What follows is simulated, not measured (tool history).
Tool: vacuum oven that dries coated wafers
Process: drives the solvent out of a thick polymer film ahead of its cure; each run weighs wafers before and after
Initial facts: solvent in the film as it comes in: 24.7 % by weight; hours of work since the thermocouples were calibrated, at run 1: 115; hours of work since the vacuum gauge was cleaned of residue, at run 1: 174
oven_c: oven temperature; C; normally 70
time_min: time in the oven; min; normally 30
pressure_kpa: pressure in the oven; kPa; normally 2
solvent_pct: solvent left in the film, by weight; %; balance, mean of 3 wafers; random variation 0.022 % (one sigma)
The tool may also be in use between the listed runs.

run   hour  oven_c  time_min  pressure_kpa  hours of work since the thermocouples were calibrated  hours of work since the vacuum gauge was cleaned of residue  solvent_pct
  1      0      70        30             2                                                    115                                                          174         2.18
  2   13.7      70        30             2                                                    123                                                          182         2.13
  3   22.6      70        30             2                                                    128                                                          187         2.14
  4   36.8      70        30             2                                                    135                                                          195         2.12
  5     50      70        30             2                                                    143                                                          202         2.15
  6   63.1      70        30             2                                                    150                                                          209         2.14
  7   77.2      70        30             2                                                    158                                                          217         2.12
  8   96.1      70        20             2                                                    169                                                          228         3.71
  9  110.9      70        30             2                                                    177                                                          236         2.13
 10  126.5      70        30             2                                                    186                                                          245         2.16
 11    138      77        30             2                                                    192                                                          251         1.12
 12  156.4      77        30             2                                                    202                                                          261         1.06
 13  165.2      77        30             2                                                    207                                                          266         1.11
 14  178.7      77        30             2                                                    215                                                          274         1.14
 15    191      77        30             2                                                    222                                                          281         1.11
 16  206.5      77        30             2                                                    230                                                          289         1.08
 17  222.9      69        19          2.72                                                    239                                                          298         4.65
 18  236.5      56        33             2                                                    247                                                          306         7.65
 19    246      56        33             2                                                    252                                                          311         7.61
 20  259.1      69        28          3.01                                                    260                                                          319         3.17
 21  277.2      64        20             2                                                    270                                                          329         6.46
 22  286.5      70        30          1.58                                                    275                                                          334         1.89
 23  295.1      64        32          4.61                                                    280                                                          339         5.74
 24  303.1      70        45          2.34                                                    284                                                          343         1.68
 25  322.5      69        18          7.96                                                    295                                                          354         7.96
 26    342      69        28          7.96                                                    306                                                          365         6.27
 27  351.6      63        23          1.72                                                    311                                                          370         5.85
 28  369.2      70        37             2                                                    321                                                          380          1.7
 29  387.8      70        21             2                                                    331                                                          390         3.35
 30  401.6      70        21             2                                                    339                                                          398         3.32
 31  413.3      67        21          1.35                                                    346                                                          405         4.24
 32  428.3      65        24          5.77                                                    354                                                          413         7.18

Consider 5 possible next runs. They are alternatives, not a sequence: every one starts from the tool as it was left by run 32. What does each give?
  A  439.8      65        25          4.53                                                    360                                                          420            ?
  B  439.8      55        29             2                                                    360                                                          420            ?
  C  439.8      65        29          2.12                                                    360                                                          420            ?
  D  439.8      69        30          7.48                                                    360                                                          420            ?
  E  439.8      65        24          1.31                                                    360                                                          420            ?

run  solvent_pct
  A         6.25
  B         9.05
  C         3.82
  D         5.79
  E         4.26
With the hidden condition removed and each run's random variation left untouched, the same runs would have given:
run  solvent_pct
  A         6.57
  B         9.42
  C         4.07
  D         6.02
  E         4.56
